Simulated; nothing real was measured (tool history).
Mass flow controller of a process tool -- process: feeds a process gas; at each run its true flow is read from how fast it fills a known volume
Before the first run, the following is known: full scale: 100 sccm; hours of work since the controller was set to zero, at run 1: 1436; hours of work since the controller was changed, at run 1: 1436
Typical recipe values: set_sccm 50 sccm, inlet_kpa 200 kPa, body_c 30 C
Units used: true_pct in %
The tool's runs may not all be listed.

run,hour,set_sccm,inlet_kpa,body_c,hours of work since the controller was set to zero,hours of work since the controller was changed,true_pct
1,0,50,200,30,1436,1436,97.79
2,258.1,50,200,30,1517,1517,97.67
3,408.9,50,200,30,1563,1563,97.72
4,733.1,65,200,30,1664,1664,98.23
5,1044.8,51,200,30,1761,1761,97.52
6,1229.8,50,200,30,1819,1819,97.57
7,1507.7,50,200,30,1905,1905,97.42
8,1845.8,50,169,30,2010,2010,97.44
9,2001.6,50,169,30,2058,2058,97.35
10,2254.6,50,200,30,2137,2137,97.21
11,2529,50,200,30,2222,2222,97.23
12,2756,50,144,30,2293,2293,97.22
13,3097.2,50,200,30,2399,2399,97.03
14,3350.2,50,200,30,2477,2477,96.89
15,3527.4,50,200,30,2532,2532,96.88
16,3862.4,50,200,37,2636,2636,97.43
17,4020.3,50,200,37,2686,2686,97.42
18,4208.5,50,204,30,2744,2744,96.58
19,4567.1,50,204,30,2855,2855,96.5
20,4842.6,50,174,30,2941,2941,96.5
21,5106.7,11,200,30,3023,3023,90.55
22,5279.3,11,200,30,3077,3077,90.43
23,5638.5,50,200,30,3188,3188,96.14
24,5954.2,50,200,30,3286,3286,96.05
25,6313.1,16,163,39,3398,3398,92.89
26,6470.4,21,163,31,3447,3447,93.28
27,6821.9,21,163,31,3556,3556,93.13
28,7141.3,21,163,31,3655,3655,92.88
29,7456.9,21,211,31,3753,3753,92.72
30,7747.3,21,211,31,3843,3843,92.52
31,8051.4,19,211,26,3938,3938,91.5
32,8202.1,19,211,26,3985,3985,91.47
33,8571.2,83,234,30,4099,4099,96.83
34,8822.8,22,182,20,4178,4178,91.3
35,9117.6,22,182,20,4269,4269,91.16
36,9347.4,90,179,35,4341,4341,97.51
37,9596.3,73,142,30,4418,4418,96.52
38,9874.5,49,191,22,4504,4504,94.28
39,10231.5,49,245,35,4615,4615,95.11
40,10538.2,49,245,35,4711,4711,95.12
41,10760,49,245,35,4780,4780,95.02
42,11058.2,18,245,35,4872,4872,90.18
43,11232.5,50,200,31,4926,4926,94.76
44,11554.6,50,200,31,5026,5026,94.58
45,11865.7,50,200,36,5123,5123,95.06
46,12135.9,77,266,24,5207,5207,95.12
47,12473.8,11,161,33,5312,5312,85.22

Alternative continuations, all from the tool just after run 47; predict every row:
A,12735.7,40,252,31,5393,5393,?
B,12735.7,11,230,33,5393,5393,?
C,12735.7,46,176,32,5393,5393,?
D,12735.7,11,195,23,5393,5393,?

run,true_pct
A,93.29
B,84.65
C,94.1
D,83.96
What these runs would have given with no unlogged condition in the tool:
run,true_pct
A,98.88
B,98.19
C,99.3
D,97.51

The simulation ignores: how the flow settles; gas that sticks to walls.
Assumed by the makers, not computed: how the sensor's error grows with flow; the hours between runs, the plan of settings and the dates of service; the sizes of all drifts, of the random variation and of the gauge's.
